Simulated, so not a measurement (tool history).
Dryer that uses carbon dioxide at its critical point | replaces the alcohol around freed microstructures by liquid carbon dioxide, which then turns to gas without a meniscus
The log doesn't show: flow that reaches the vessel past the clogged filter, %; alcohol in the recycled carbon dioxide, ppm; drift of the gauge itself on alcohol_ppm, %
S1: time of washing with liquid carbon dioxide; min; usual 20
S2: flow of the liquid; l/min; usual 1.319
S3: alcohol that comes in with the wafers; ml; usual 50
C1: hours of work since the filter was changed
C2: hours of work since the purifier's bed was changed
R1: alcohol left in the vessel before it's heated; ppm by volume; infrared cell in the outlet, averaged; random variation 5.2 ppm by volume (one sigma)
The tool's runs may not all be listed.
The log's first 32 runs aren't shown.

run,hour,S1,S2,S3,C1,C2,R1
33,520.5,20,1.319,91,193,667,350
34,537.2,20,1.319,91,202,676,356
35,548.1,20,1.319,91,207,682,358
36,570.0,28,0.850,115,219,693,647
37,583.4,28,0.850,115,226,700,668
38,602.2,28,0.850,115,236,710,654
39,613.9,28,0.850,115,243,717,669
40,625.1,28,0.850,115,249,723,658
41,642.5,28,0.850,115,258,732,691
42,662.0,28,0.850,115,268,742,699
43,675.9,20,1.480,101,276,750,290
# hour 695.8: inlet filter changed
44,696.9,20,1.480,101,1,760,214
45,707.8,26,1.180,35,6,766,134
46,726.7,24,1.180,42,16,776,167
47,745.2,26,1.180,42,26,786,142

Forecast each of these 3 alternatives for the next run:
A,762.0,19,1.319,50,35,795,?
B,762.0,16,1.570,27,35,795,?
C,762.0,28,1.180,42,35,795,?

run,R1
A,252
B,171
C,140
Without the tool's hidden state the same runs would have given:
run,R1
A,141
B,67
C,37
